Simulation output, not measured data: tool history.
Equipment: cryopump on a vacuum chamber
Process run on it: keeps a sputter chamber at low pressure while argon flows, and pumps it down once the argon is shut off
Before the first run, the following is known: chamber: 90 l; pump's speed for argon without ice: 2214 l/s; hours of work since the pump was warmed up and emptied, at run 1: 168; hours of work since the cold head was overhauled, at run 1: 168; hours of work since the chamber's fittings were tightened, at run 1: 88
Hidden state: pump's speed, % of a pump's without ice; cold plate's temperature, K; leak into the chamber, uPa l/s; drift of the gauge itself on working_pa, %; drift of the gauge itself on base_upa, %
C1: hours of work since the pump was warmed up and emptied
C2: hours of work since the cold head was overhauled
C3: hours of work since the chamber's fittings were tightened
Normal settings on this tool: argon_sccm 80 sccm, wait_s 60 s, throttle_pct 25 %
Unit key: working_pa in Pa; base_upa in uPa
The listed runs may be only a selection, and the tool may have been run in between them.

Run 1, day 0.000: usual settings; C1 168; C2 168; C3 88. Result: working_pa 0.2461 Pa, base_upa 0.73 uPa.
Run 2, day 1.021: usual settings; C1 181; C2 181; C3 101. Result: working_pa 0.2479 Pa, base_upa 0.70 uPa.
Run 3, day 2.200: usual settings but wait_s 182 s; C1 197; C2 197; C3 117. Result: working_pa 0.2469 Pa, base_upa 0.47 uPa.
Run 4, day 3.662: usual settings but throttle_pct 42 %; C1 216; C2 216; C3 136. Result: working_pa 0.1492 Pa, base_upa 0.79 uPa.
Run 5, day 4.892: usual settings but throttle_pct 42 %; C1 232; C2 232; C3 151. Result: working_pa 0.1503 Pa, base_upa 0.84 uPa.
Run 6, day 6.775: usual settings but throttle_pct 42 %; C1 256; C2 256; C3 176. Result: working_pa 0.1515 Pa, base_upa 0.84 uPa.
Run 7, day 8.271: usual settings but throttle_pct 42 %; C1 275; C2 275; C3 195. Result: working_pa 0.1511 Pa, base_upa 0.90 uPa.
Run 8, day 9.321: usual settings; C1 289; C2 289; C3 209. Result: working_pa 0.2500 Pa, base_upa 0.92 uPa.
Run 9, day 10.471: usual settings; C1 304; C2 304; C3 224. Result: working_pa 0.2530 Pa, base_upa 0.93 uPa.
Run 10, day 11.346: usual settings; C1 315; C2 315; C3 235. Result: working_pa 0.2488 Pa, base_upa 0.98 uPa.
Run 11, day 12.296: usual settings; C1 327; C2 327; C3 247. Result: working_pa 0.2517 Pa, base_upa 1.00 uPa.
Run 12, day 14.425: usual settings; C1 355; C2 355; C3 275. Result: working_pa 0.2514 Pa, base_upa 1.05 uPa.
Run 13, day 16.154: usual settings but argon_sccm 136 sccm, wait_s 23 s, throttle_pct 43 %; C1 377; C2 377; C3 297. Result: working_pa 0.2578 Pa, base_upa 1.75 uPa.
Run 14, day 17.358: usual settings but argon_sccm 94 sccm, wait_s 30 s, throttle_pct 55 %; C1 393; C2 393; C3 313. Result: working_pa 0.1404 Pa, base_upa 1.54 uPa.
Run 15, day 19.008: usual settings but argon_sccm 86 sccm, wait_s 179 s, throttle_pct 33 %; C1 414; C2 414; C3 334. Result: working_pa 0.2085 Pa, base_upa 0.84 uPa.
Run 16, day 20.296: usual settings but throttle_pct 39 %; C1 431; C2 431; C3 351. Result: working_pa 0.1669 Pa, base_upa 1.12 uPa.
Run 17, day 22.421: usual settings but argon_sccm 69 sccm, wait_s 179 s, throttle_pct 19 %; C1 458; C2 458; C3 378. Result: working_pa 0.2874 Pa, base_upa 0.91 uPa.
Run 18, day 24.029: usual settings but argon_sccm 69 sccm, wait_s 179 s, throttle_pct 18 %; C1 479; C2 479; C3 399. Result: working_pa 0.3042 Pa, base_upa 0.94 uPa.
Run 19, day 25.138: usual settings but argon_sccm 136 sccm, wait_s 136 s, throttle_pct 32 %; C1 494; C2 494; C3 414. Result: working_pa 0.3420 Pa, base_upa 1.01 uPa.
Run 20, day 26.946: usual settings but argon_sccm 136 sccm, wait_s 136 s, throttle_pct 32 %; C1 517; C2 517; C3 437. Result: working_pa 0.3446 Pa, base_upa 1.05 uPa.
Run 21, day 28.921: usual settings but argon_sccm 136 sccm, wait_s 169 s, throttle_pct 32 %; C1 543; C2 543; C3 462. Result: working_pa 0.3477 Pa, base_upa 1.07 uPa.
Run 22, day 29.867: usual settings but argon_sccm 37 sccm, throttle_pct 43 %; C1 555; C2 555; C3 475. Result: working_pa 0.0722 Pa, base_upa 1.38 uPa.
Run 23, day 30.871: usual settings but argon_sccm 129 sccm, wait_s 31 s, throttle_pct 16 %; C1 568; C2 568; C3 488. Result: working_pa 0.6393 Pa, base_upa 1.80 uPa.
Run 24, day 32.033: usual settings but argon_sccm 66 sccm, wait_s 115 s, throttle_pct 19 %; C1 583; C2 583; C3 503. Result: working_pa 0.2793 Pa, base_upa 1.21 uPa.

Hidden state or all else? Some run-to-run changes of working_pa, split into what the settings, what came in and random variation would give without the hidden state, and what is left for the hidden state (with any gauge scatter that isn't in both results):
Run 21 -> 22: argon_sccm 136 -> 37, wait_s 169 -> 60, throttle_pct 32 -> 43. working_pa -0.2755 Pa: hidden state -0.0166, all else -0.2589.
Run 22 -> 23: argon_sccm 37 -> 129, wait_s 60 -> 31, throttle_pct 43 -> 16. working_pa +0.5671 Pa: hidden state +0.0166, all else +0.5505.
Run 23 -> 24: argon_sccm 129 -> 66, wait_s 31 -> 115, throttle_pct 16 -> 19. working_pa -0.3600 Pa: hidden state -0.0108, all else -0.3492.

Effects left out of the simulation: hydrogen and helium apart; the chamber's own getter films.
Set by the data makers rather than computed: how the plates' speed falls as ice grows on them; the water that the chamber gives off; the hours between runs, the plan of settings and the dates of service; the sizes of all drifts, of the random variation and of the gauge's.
